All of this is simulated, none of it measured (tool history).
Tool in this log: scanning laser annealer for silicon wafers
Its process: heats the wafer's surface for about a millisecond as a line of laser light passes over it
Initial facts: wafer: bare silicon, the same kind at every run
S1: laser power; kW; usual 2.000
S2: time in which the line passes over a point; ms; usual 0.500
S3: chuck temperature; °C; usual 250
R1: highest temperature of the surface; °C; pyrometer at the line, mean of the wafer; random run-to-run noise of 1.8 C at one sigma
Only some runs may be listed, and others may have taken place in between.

Run 1, day 0.000: usual settings. Result: R1 982 °C.
Run 2, day 1.696: usual settings. Result: R1 981 °C.
Run 3, day 3.038: usual settings. Result: R1 984 °C.
Run 4, day 5.929: usual settings. Result: R1 982 °C.
Run 5, day 8.625: usual settings. Result: R1 984 °C.
Run 6, day 11.396: usual settings but S3 281 °C. Result: R1 1013 °C.
Run 7, day 14.296: usual settings. Result: R1 981 °C.
Run 8, day 15.742: usual settings but S1 2.079 kW, S2 0.455 ms, S3 213 °C. Result: R1 940 °C.
Run 9, day 18.925: usual settings but S1 1.947 kW, S2 0.508 ms, S3 234 °C. Result: R1 957 °C.
Run 10, day 21.254: usual settings but S1 1.878 kW, S2 0.560 ms, S3 280 °C. Result: R1 1004 °C.
Run 11, day 23.796: usual settings but S1 2.108 kW, S2 0.606 ms, S3 248 °C. Result: R1 1092 °C.
Run 12, day 25.388: usual settings but S1 1.900 kW, S2 0.409 ms, S3 269 °C. Result: R1 903 °C.
Run 13, day 27.042: usual settings but S1 1.727 kW, S3 229 °C. Result: R1 859 °C.
Run 14, day 29.975: usual settings but S1 1.727 kW, S2 0.599 ms, S3 229 °C. Result: R1 913 °C.

4 ways to go on from here, each from the tool as it stands after run 14. What would each give?
Run A, day 31.612: usual settings but S1 1.973 kW, S2 0.599 ms, S3 216 °C. Result: R1 ?.
Run B, day 31.612: usual settings but S1 2.069 kW, S2 0.578 ms, S3 239 °C. Result: R1 ?.
Run C, day 31.612: usual settings but S1 2.054 kW, S2 0.599 ms, S3 213 °C. Result: R1 ?.
Run D, day 31.612: usual settings but S1 1.933 kW, S2 0.616 ms, S3 244 °C. Result: R1 ?.

run    R1
  A   999
  B  1047
  C  1031
  D  1021
With no hidden state in the tool, these same runs would have given:
run    R1
  A  1000
  B  1048
  C  1032
  D  1022
